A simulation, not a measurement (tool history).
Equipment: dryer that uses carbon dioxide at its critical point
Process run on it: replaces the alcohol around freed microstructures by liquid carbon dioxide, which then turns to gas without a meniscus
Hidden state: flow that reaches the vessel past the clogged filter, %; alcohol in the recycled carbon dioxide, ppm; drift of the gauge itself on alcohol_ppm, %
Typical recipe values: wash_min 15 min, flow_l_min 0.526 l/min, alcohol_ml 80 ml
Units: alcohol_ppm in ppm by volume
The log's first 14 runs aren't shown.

| run | day | wash_min | flow_l_min | alcohol_ml | hours of work since the filter was changed | hours of work since the purifier's bed was changed | alcohol_ppm |
|---|---|---|---|---|---|---|---|
| 15 | 4.079 | 15 | 0.843 | 80 | 26 | 137 | 21 |
| 16 | 4.433 | 15 | 0.538 | 80 | 32 | 143 | 75 |
| 17 | 4.808 | 21 | 0.617 | 80 | 39 | 150 | 31 |
| 18 | 5.175 | 23 | 0.34 | 38 | 45 | 156 | 51 |
| 19 | 5.483 | 16 | 0.717 | 34 | 50 | 161 | 26 |
| 20 | 5.85 | 16 | 0.703 | 50 | 57 | 168 | 19 |
| 21 | 6.192 | 11 | 0.592 | 28 | 63 | 174 | 103 |
| 22 | 6.462 | 11 | 0.592 | 28 | 67 | 179 | 120 |
| 23 | 6.704 | 11 | 0.776 | 28 | 72 | 183 | 46 |
| 24 | 7.088 | 11 | 0.776 | 28 | 78 | 189 | 41 |
| 25 | 7.45 | 17 | 0.654 | 83 | 85 | 196 | 32 |
| 26 | 7.688 | 15 | 0.473 | 40 | 89 | 200 | 102 |
| 27 | 7.854 | 17 | 0.464 | 21 | 92 | 203 | 50 |
| 28 | 8.042 | 20 | 0.663 | 21 | 95 | 206 | 30 |
| 29 | 8.288 | 20 | 0.663 | 21 | 99 | 210 | 31 |
| 30 | 8.642 | 15 | 0.509 | 27 | 105 | 217 | 65 |

Alternative continuations, all from the tool just after run 30; predict every row:
| A | 8.962 | 15 | 0.408 | 80 | 111 | 222 | ? |
| B | 8.962 | 24 | 0.345 | 80 | 111 | 222 | ? |
| C | 8.962 | 13 | 0.478 | 108 | 111 | 222 | ? |
| D | 8.962 | 19 | 0.612 | 27 | 111 | 222 | ? |
| E | 8.962 | 21 | 0.509 | 27 | 111 | 222 | ? |

| run | alcohol_ppm |
|---|---|
| A | 399 |
| B | 88 |
| C | 466 |
| D | 39 |
| E | 29 |
Without the tool's unlogged condition, the same runs would have read:
| run | alcohol_ppm |
|---|---|
| A | 300 |
| B | 45 |
| C | 352 |
| D | 10 |
| E | 0 |
